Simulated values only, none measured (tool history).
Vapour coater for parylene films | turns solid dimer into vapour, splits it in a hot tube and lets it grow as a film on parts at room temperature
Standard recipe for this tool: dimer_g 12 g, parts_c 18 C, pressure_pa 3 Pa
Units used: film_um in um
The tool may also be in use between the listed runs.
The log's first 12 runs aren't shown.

{"run": 13, "hour": 314.7, "dimer_g": 12, "parts_c": 18, "pressure_pa": 3, "film_um": 4.47}
{"run": 14, "hour": 334.8, "dimer_g": 12, "parts_c": 18, "pressure_pa": 3, "film_um": 4.43}
{"run": 15, "hour": 371.2, "dimer_g": 12, "parts_c": 18, "pressure_pa": 3, "film_um": 4.42}
{"run": 16, "hour": 398.6, "dimer_g": 12, "parts_c": 18, "pressure_pa": 3, "film_um": 4.37}
{"run": 17, "hour": 427.2, "dimer_g": 12, "parts_c": 18, "pressure_pa": 3, "film_um": 4.42}
{"run": 18, "hour": 454.5, "dimer_g": 7, "parts_c": 28, "pressure_pa": 4.39, "film_um": 1.67}
{"run": 19, "hour": 481.2, "dimer_g": 13, "parts_c": 30, "pressure_pa": 8.33, "film_um": 2.62}
{"run": 20, "hour": 507.1, "dimer_g": 13, "parts_c": 14, "pressure_pa": 4.01, "film_um": 5.28}
{"hour": 527.1, "done": "trap's valve overhauled"}
{"run": 21, "hour": 546.9, "dimer_g": 10, "parts_c": 18, "pressure_pa": 3, "film_um": 3.75}
{"run": 22, "hour": 574.3, "dimer_g": 10, "parts_c": 18, "pressure_pa": 3, "film_um": 3.79}
{"run": 23, "hour": 600.4, "dimer_g": 20, "parts_c": 12, "pressure_pa": 3, "film_um": 9.53}
{"run": 24, "hour": 621.0, "dimer_g": 13, "parts_c": 16, "pressure_pa": 2.69, "film_um": 5.45}
{"run": 25, "hour": 647.6, "dimer_g": 6, "parts_c": 18, "pressure_pa": 5.03, "film_um": 2.11}
{"run": 26, "hour": 675.5, "dimer_g": 6, "parts_c": 18, "pressure_pa": 5.03, "film_um": 2.06}
{"run": 27, "hour": 692.6, "dimer_g": 14, "parts_c": 22, "pressure_pa": 3, "film_um": 4.5}
{"run": 28, "hour": 725.9, "dimer_g": 15, "parts_c": 21, "pressure_pa": 6.79, "film_um": 4.47}
{"run": 29, "hour": 745.1, "dimer_g": 15, "parts_c": 21, "pressure_pa": 6.79, "film_um": 4.44}
{"run": 30, "hour": 766.8, "dimer_g": 15, "parts_c": 21, "pressure_pa": 6.79, "film_um": 4.42}
{"run": 31, "hour": 788.5, "dimer_g": 12, "parts_c": 18, "pressure_pa": 9.59, "film_um": 3.77}
{"run": 32, "hour": 810.6, "dimer_g": 10, "parts_c": 29, "pressure_pa": 3.75, "film_um": 2.33}
{"run": 33, "hour": 842.8, "dimer_g": 12, "parts_c": 16, "pressure_pa": 7.28, "film_um": 4.22}

3 options for the next run, each taken on its own from the tool as it stands now. Forecast them:
{"run": "A", "hour": 880.1, "dimer_g": 12, "parts_c": 18, "pressure_pa": 8.85, "film_um": "?"}
{"run": "B", "hour": 880.1, "dimer_g": 11, "parts_c": 15, "pressure_pa": 7.63, "film_um": "?"}
{"run": "C", "hour": 880.1, "dimer_g": 14, "parts_c": 14, "pressure_pa": 7.28, "film_um": "?"}

run=A film_um=3.8
run=B film_um=4.01
run=C film_um=5.3
Stripped of hidden state, with their random variation kept, the same runs would have yielded:
run=A film_um=3.94
run=B film_um=4.15
run=C film_um=5.49
